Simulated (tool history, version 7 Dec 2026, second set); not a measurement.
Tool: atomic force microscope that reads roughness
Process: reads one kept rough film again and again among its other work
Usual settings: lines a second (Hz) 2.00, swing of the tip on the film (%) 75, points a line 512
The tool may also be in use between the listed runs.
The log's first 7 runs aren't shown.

run,day,lines a second (Hz),swing of the tip on the film (%),points a line,pictures with this tip,hours of work since the height scale was calibrated,roughness of the kept film (nm (root mean square))
# day 11.258: new tip fitted
# day 13.675: new tip fitted
8,13.675,2.00,75,512,0,709,3.868
# day 16.346: new tip fitted
9,16.454,2.00,75,512,2,753,3.868
10,18.083,2.00,75,512,43,779,3.681
# day 18.954: new tip fitted
11,19.471,2.00,75,623,13,800,3.801
# day 21.492: new tip fitted
12,21.704,2.00,76,512,5,835,3.825
13,23.454,2.00,76,512,49,863,3.632
# day 24.117: new tip fitted
14,26.142,2.00,75,441,51,905,3.623
# day 26.683: new tip fitted
15,27.938,2.00,75,512,31,933,3.674
# day 29.254: new tip fitted
16,30.429,2.00,75,512,29,972,3.702
# day 31.696: new tip fitted
17,31.696,1.70,59,913,0,992,4.002
18,33.571,1.70,59,913,47,1022,3.748
# day 34.296: new tip fitted
19,35.508,2.44,61,512,30,1052,3.799
20,36.692,2.44,61,512,60,1071,3.636
# day 36.867: new tip fitted
21,39.146,2.00,71,512,57,1109,3.641
# day 39.350: new tip fitted
22,40.671,1.03,72,465,33,1133,3.785
# day 41.904: new tip fitted
23,43.550,1.03,72,465,41,1178,3.779
# day 44.471: new tip fitted
24,46.062,2.00,75,590,40,1217,3.651
# day 46.950: new tip fitted
25,47.817,2.00,84,728,21,1245,3.672
# day 49.483: new tip fitted
26,49.483,1.29,75,308,0,1271,3.943
# day 51.933: new tip fitted
27,52.412,2.00,75,544,12,1317,3.795
# day 54.421: new tip fitted
28,55.158,2.00,65,298,19,1360,3.832
# day 56.854: new tip fitted
29,57.983,2.00,65,298,28,1404,3.791
# day 59.304: new tip fitted
30,60.212,3.92,87,298,23,1439,3.305
# day 61.825: new tip fitted
31,62.646,1.50,87,298,21,1477,3.676

Forecast each of these 4 alternatives for the next run:
# day 64.338: new tip fitted
A,64.358,0.88,68,990,0,1504,?
# day 64.338: new tip fitted
B,64.358,2.00,75,351,0,1504,?
# day 64.338: new tip fitted
C,64.358,1.50,87,468,0,1504,?
# day 64.338: new tip fitted
D,64.358,1.48,56,284,0,1504,?

run,roughness of the kept film (nm (root mean square))
A,4.069
B,3.888
C,3.823
D,4.028
Without the tool's hidden state the same runs would have given:
run,roughness of the kept film (nm (root mean square))
A,4.040
B,3.860
C,3.795
D,3.999

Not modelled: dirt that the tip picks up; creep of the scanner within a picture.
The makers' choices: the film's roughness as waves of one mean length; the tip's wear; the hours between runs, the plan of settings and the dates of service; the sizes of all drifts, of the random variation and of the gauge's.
